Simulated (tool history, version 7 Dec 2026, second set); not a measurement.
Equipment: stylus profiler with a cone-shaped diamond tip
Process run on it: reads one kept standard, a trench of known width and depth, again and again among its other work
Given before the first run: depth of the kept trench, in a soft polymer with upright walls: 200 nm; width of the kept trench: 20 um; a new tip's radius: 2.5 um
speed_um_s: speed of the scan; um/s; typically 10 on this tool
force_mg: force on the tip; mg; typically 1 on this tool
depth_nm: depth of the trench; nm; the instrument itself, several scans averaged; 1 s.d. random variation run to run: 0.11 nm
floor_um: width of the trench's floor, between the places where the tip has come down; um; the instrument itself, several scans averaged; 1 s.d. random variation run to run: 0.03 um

run,hour,speed_um_s,force_mg,depth_nm,floor_um
1,0,10,1,201.04,16.66
2,71.8,10,1,200.73,16.52
3,139.1,33,1,200.64,16.35
4,258.7,10,1,200.46,16.33
# hour 301.9: new tip fitted, height scale calibrated
5,350.4,10,1,201.43,17.9
6,446.7,10,1,201.29,17.68
7,511.5,10,1,201.15,17.58
8,613.8,10,1,201.19,17.41
9,723.7,27,1,201.05,17.16
10,783.6,10,1,200.95,17.09
11,880,15,2.48,201.87,17.09
12,992.9,28,2.15,201.89,16.81
13,1053,3,0.61,200.39,16.79
14,1171.5,13,2.15,201.65,16.68
15,1245.7,13,2.15,201.79,16.57
16,1342.4,3,1.23,200.87,16.43
# hour 1418.7: new tip fitted, height scale calibrated
17,1429.9,3,1.23,201.57,17.99
18,1490.2,15,1,201.48,17.83
19,1551.6,15,0.55,201,17.64

What if the next run were any one of these 3? Each begins from the tool's condition after run 19:
A,1635.3,30,1.6,?,?
B,1635.3,10,2.08,?,?
C,1635.3,14,2.08,?,?

run,depth_nm,floor_um
A,201.7,17.49
B,202.3,17.55
C,202.08,17.65
Had the tool no hidden state, the same runs would have come out as:
run,depth_nm,floor_um
A,201.86,17.87
B,202.46,17.92
C,202.24,18.03

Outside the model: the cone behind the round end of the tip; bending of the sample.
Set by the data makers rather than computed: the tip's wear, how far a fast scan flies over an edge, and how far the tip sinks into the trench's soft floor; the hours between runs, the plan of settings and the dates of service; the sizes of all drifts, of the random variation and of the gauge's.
